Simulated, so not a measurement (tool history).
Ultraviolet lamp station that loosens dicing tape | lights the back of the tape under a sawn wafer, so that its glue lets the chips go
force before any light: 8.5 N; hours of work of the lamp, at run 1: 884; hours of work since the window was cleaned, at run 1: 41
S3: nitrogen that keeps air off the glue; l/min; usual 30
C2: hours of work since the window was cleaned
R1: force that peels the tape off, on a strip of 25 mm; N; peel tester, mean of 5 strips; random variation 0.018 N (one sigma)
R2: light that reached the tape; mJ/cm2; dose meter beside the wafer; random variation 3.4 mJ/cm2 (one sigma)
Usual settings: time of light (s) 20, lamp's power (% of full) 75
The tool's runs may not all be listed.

run 1 day=0.000 | time_of_light_(s)=20 lamp's_power_(%_of_full)=75 S3=30 | hours_of_work_of_the_lamp=884 C2=41 | R1=1.183 R2=469
run 2 day=2.062 | time_of_light_(s)=20 lamp's_power_(%_of_full)=75 S3=30 | hours_of_work_of_the_lamp=922 C2=79 | R1=1.240 R2=465
run 3 day=3.288 | time_of_light_(s)=17 lamp's_power_(%_of_full)=75 S3=30 | hours_of_work_of_the_lamp=945 C2=102 | R1=1.594 R2=389
run 4 day=4.429 | time_of_light_(s)=20 lamp's_power_(%_of_full)=75 S3=30 | hours_of_work_of_the_lamp=966 C2=123 | R1=1.227 R2=452
run 5 day=5.988 | time_of_light_(s)=36 lamp's_power_(%_of_full)=75 S3=30 | hours_of_work_of_the_lamp=995 C2=151 | R1=0.389 R2=814
run 6 day=8.146 | time_of_light_(s)=36 lamp's_power_(%_of_full)=75 S3=30 | hours_of_work_of_the_lamp=1034 C2=191 | R1=0.390 R2=798
run 7 day=9.692 | time_of_light_(s)=36 lamp's_power_(%_of_full)=75 S3=30 | hours_of_work_of_the_lamp=1063 C2=220 | R1=0.412 R2=786
run 8 day=10.671 | time_of_light_(s)=36 lamp's_power_(%_of_full)=75 S3=30 | hours_of_work_of_the_lamp=1081 C2=238 | R1=0.430 R2=774
-- day=10.850 window cleaned of glue's vapour
run 9 day=11.925 | time_of_light_(s)=36 lamp's_power_(%_of_full)=75 S3=30 | hours_of_work_of_the_lamp=1104 C2=20 | R1=0.453 R2=751
run 10 day=13.388 | time_of_light_(s)=36 lamp's_power_(%_of_full)=75 S3=30 | hours_of_work_of_the_lamp=1131 C2=47 | R1=0.487 R2=734
run 11 day=15.512 | time_of_light_(s)=11 lamp's_power_(%_of_full)=97 S3=30 | hours_of_work_of_the_lamp=1170 C2=86 | R1=2.475 R2=285
run 12 day=16.525 | time_of_light_(s)=11 lamp's_power_(%_of_full)=97 S3=30 | hours_of_work_of_the_lamp=1188 C2=105 | R1=2.444 R2=285
run 13 day=18.462 | time_of_light_(s)=12 lamp's_power_(%_of_full)=71 S3=14 | hours_of_work_of_the_lamp=1224 C2=140 | R1=4.072 R2=226
-- day=18.883 window cleaned of glue's vapour, once more
run 14 day=20.417 | time_of_light_(s)=12 lamp's_power_(%_of_full)=71 S3=14 | hours_of_work_of_the_lamp=1260 C2=28 | R1=3.851 R2=245
run 15 day=22.267 | time_of_light_(s)=28 lamp's_power_(%_of_full)=75 S3=35 | hours_of_work_of_the_lamp=1294 C2=62 | R1=0.639 R2=603
run 16 day=24.321 | time_of_light_(s)=14 lamp's_power_(%_of_full)=75 S3=22 | hours_of_work_of_the_lamp=1332 C2=100 | R1=2.604 R2=294
run 17 day=26.225 | time_of_light_(s)=24 lamp's_power_(%_of_full)=75 S3=30 | hours_of_work_of_the_lamp=1367 C2=135 | R1=1.043 R2=502
run 18 day=27.817 | time_of_light_(s)=29 lamp's_power_(%_of_full)=67 S3=58 | hours_of_work_of_the_lamp=1396 C2=165 | R1=0.576 R2=535

5 ways to go on from here, each from the tool as it stands after run 18. What would each give?
run A day=28.858 | time_of_light_(s)=26 lamp's_power_(%_of_full)=81 S3=10 | hours_of_work_of_the_lamp=1415 C2=184 | R1=? R2=?
run B day=28.858 | time_of_light_(s)=19 lamp's_power_(%_of_full)=67 S3=58 | hours_of_work_of_the_lamp=1415 C2=184 | R1=? R2=?
run C day=28.858 | time_of_light_(s)=33 lamp's_power_(%_of_full)=99 S3=38 | hours_of_work_of_the_lamp=1415 C2=184 | R1=? R2=?
run D day=28.858 | time_of_light_(s)=16 lamp's_power_(%_of_full)=91 S3=27 | hours_of_work_of_the_lamp=1415 C2=184 | R1=? R2=?
run E day=28.858 | time_of_light_(s)=13 lamp's_power_(%_of_full)=92 S3=18 | hours_of_work_of_the_lamp=1415 C2=184 | R1=? R2=?

run=A R1=1.837 R2=568
run=B R1=1.344 R2=344
run=C R1=0.272 R2=883
run=D R1=1.661 R2=401
run=E R1=2.707 R2=323
Without the tool's hidden state the same runs would have given:
run=A R1=1.117 R2=765
run=B R1=0.761 R2=465
run=C R1=0.192 R2=1192
run=D R1=0.989 R2=540
run=E R1=1.846 R2=437

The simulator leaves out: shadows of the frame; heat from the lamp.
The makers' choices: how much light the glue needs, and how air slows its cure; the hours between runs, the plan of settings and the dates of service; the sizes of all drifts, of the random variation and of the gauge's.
